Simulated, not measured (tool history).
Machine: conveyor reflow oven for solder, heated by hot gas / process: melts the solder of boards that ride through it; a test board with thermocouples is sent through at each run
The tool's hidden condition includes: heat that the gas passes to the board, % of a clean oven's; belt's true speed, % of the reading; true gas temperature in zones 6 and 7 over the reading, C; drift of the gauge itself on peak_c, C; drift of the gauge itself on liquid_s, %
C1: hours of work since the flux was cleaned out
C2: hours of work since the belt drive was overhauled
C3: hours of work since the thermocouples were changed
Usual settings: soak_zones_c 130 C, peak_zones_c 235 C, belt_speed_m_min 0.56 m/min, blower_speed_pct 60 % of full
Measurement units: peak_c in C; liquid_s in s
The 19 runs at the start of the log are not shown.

run 20 hour=319.8 | soak_zones_c=130 peak_zones_c=246 belt_speed_m_min=0.56 blower_speed_pct=86 | C1=55 C2=319 C3=14 | peak_c=234.4 liquid_s=65.2
run 21 hour=336.1 | soak_zones_c=130 peak_zones_c=246 belt_speed_m_min=0.56 blower_speed_pct=86 | C1=65 C2=330 C3=25 | peak_c=234.4 liquid_s=65.2
run 22 hour=353.6 | soak_zones_c=130 peak_zones_c=246 belt_speed_m_min=0.56 blower_speed_pct=86 | C1=77 C2=342 C3=37 | peak_c=234.3 liquid_s=65.4
run 23 hour=364.6 | soak_zones_c=130 peak_zones_c=246 belt_speed_m_min=0.649 blower_speed_pct=61 | C1=85 C2=349 C3=44 | peak_c=225.6 liquid_s=51.4
run 24 hour=381.8 | soak_zones_c=130 peak_zones_c=235 belt_speed_m_min=0.56 blower_speed_pct=77 | C1=96 C2=361 C3=56 | peak_c=223 liquid_s=58.9
run 25 hour=393.7 | soak_zones_c=121 peak_zones_c=240 belt_speed_m_min=0.613 blower_speed_pct=77 | C1=104 C2=369 C3=64 | peak_c=223.5 liquid_s=51.5
run 26 hour=410.7 | soak_zones_c=125 peak_zones_c=240 belt_speed_m_min=0.468 blower_speed_pct=77 | C1=115 C2=380 C3=75 | peak_c=232.1 liquid_s=76
run 27 hour=428.3 | soak_zones_c=120 peak_zones_c=235 belt_speed_m_min=0.534 blower_speed_pct=60 | C1=127 C2=392 C3=87 | peak_c=220.8 liquid_s=57.5
run 28 hour=443.9 | soak_zones_c=120 peak_zones_c=235 belt_speed_m_min=0.534 blower_speed_pct=60 | C1=138 C2=402 C3=97 | peak_c=220.8 liquid_s=57.2
run 29 hour=464.5 | soak_zones_c=120 peak_zones_c=235 belt_speed_m_min=0.534 blower_speed_pct=60 | C1=151 C2=416 C3=111 | peak_c=220.7 liquid_s=57.7
run 30 hour=486.2 | soak_zones_c=120 peak_zones_c=235 belt_speed_m_min=0.534 blower_speed_pct=60 | C1=166 C2=430 C3=125 | peak_c=220.5 liquid_s=57.4

5 ways to go on from here, each from the tool as it stands after run 30. What would each give?
run A hour=504.6 | soak_zones_c=115 peak_zones_c=235 belt_speed_m_min=0.56 blower_speed_pct=73 | C1=178 C2=443 C3=138 | peak_c=? liquid_s=?
run B hour=504.6 | soak_zones_c=120 peak_zones_c=239 belt_speed_m_min=0.534 blower_speed_pct=60 | C1=178 C2=443 C3=138 | peak_c=? liquid_s=?
run C hour=504.6 | soak_zones_c=120 peak_zones_c=238 belt_speed_m_min=0.534 blower_speed_pct=60 | C1=178 C2=443 C3=138 | peak_c=? liquid_s=?
run D hour=504.6 | soak_zones_c=116 peak_zones_c=247 belt_speed_m_min=0.56 blower_speed_pct=66 | C1=178 C2=443 C3=138 | peak_c=? liquid_s=?
run E hour=504.6 | soak_zones_c=120 peak_zones_c=243 belt_speed_m_min=0.534 blower_speed_pct=64 | C1=178 C2=443 C3=138 | peak_c=? liquid_s=?

run=A peak_c=220.6 liquid_s=53.7
run=B peak_c=224.5 liquid_s=59.7
run=C peak_c=223.5 liquid_s=59.1
run=D peak_c=230.4 liquid_s=59.4
run=E peak_c=228.6 liquid_s=62.6
Without the tool's unlogged condition, the same runs would have read:
run=A peak_c=220.6 liquid_s=53.4
run=B peak_c=224.4 liquid_s=59.3
run=C peak_c=223.4 liquid_s=58.7
run=D peak_c=230.3 liquid_s=59
run=E peak_c=228.6 liquid_s=62.1
